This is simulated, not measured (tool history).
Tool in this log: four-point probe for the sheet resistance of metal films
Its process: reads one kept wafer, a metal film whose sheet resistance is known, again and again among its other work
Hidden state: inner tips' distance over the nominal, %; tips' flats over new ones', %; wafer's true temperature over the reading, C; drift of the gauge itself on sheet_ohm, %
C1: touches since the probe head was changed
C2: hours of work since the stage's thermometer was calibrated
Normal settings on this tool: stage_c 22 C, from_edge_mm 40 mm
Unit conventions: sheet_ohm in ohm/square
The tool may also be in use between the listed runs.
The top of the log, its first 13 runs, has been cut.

Run 14, hour 936.2: usual settings but from_edge_mm 11 mm; C1 37169; C2 1781. Result: sheet_ohm 29.118673 ohm/square.
Run 15, hour 995.5: usual settings but from_edge_mm 11 mm; C1 40540; C2 1826. Result: sheet_ohm 29.111977 ohm/square.
Run 16, hour 1064.3: usual settings; C1 44455; C2 1879. Result: sheet_ohm 28.9924 ohm/square.
Run 17, hour 1167.5: usual settings; C1 50322; C2 1959. Result: sheet_ohm 28.985387 ohm/square.
Run 18, hour 1245.8: usual settings but from_edge_mm 4 mm; C1 54771; C2 2019. Result: sheet_ohm 29.91996 ohm/square.
Run 19, hour 1336.5: usual settings but from_edge_mm 4 mm; C1 59927; C2 2089. Result: sheet_ohm 29.92207 ohm/square.
Run 20, hour 1388: usual settings but from_edge_mm 4 mm; C1 62855; C2 2129. Result: sheet_ohm 29.91592 ohm/square.
Run 21, hour 1493.7: usual settings but from_edge_mm 4 mm; C1 68865; C2 2210. Result: sheet_ohm 29.915395 ohm/square.
Run 22, hour 1545.7: usual settings but stage_c 20 C, from_edge_mm 58 mm; C1 71820; C2 2250. Result: sheet_ohm 28.919473 ohm/square.
Run 23, hour 1638.4: usual settings but stage_c 20 C, from_edge_mm 4 mm; C1 77093; C2 2322. Result: sheet_ohm 29.84945 ohm/square.
Run 24, hour 1719.2: usual settings but stage_c 23 C, from_edge_mm 19 mm; C1 81685; C2 2384. Result: sheet_ohm 29.040344 ohm/square.
Run 25, hour 1797.3: usual settings but from_edge_mm 11 mm; C1 86126; C2 2444. Result: sheet_ohm 29.100816 ohm/square.

Run 26 comes next. What will it give?
Run 26, hour 1898.5: usual settings but from_edge_mm 9 mm; C1 91881; C2 2522. Result: sheet_ohm ?.

sheet_ohm: 29.155573 ohm/square
Without the tool's hidden state the same run would have given sheet_ohm 29.141545 ohm/square.
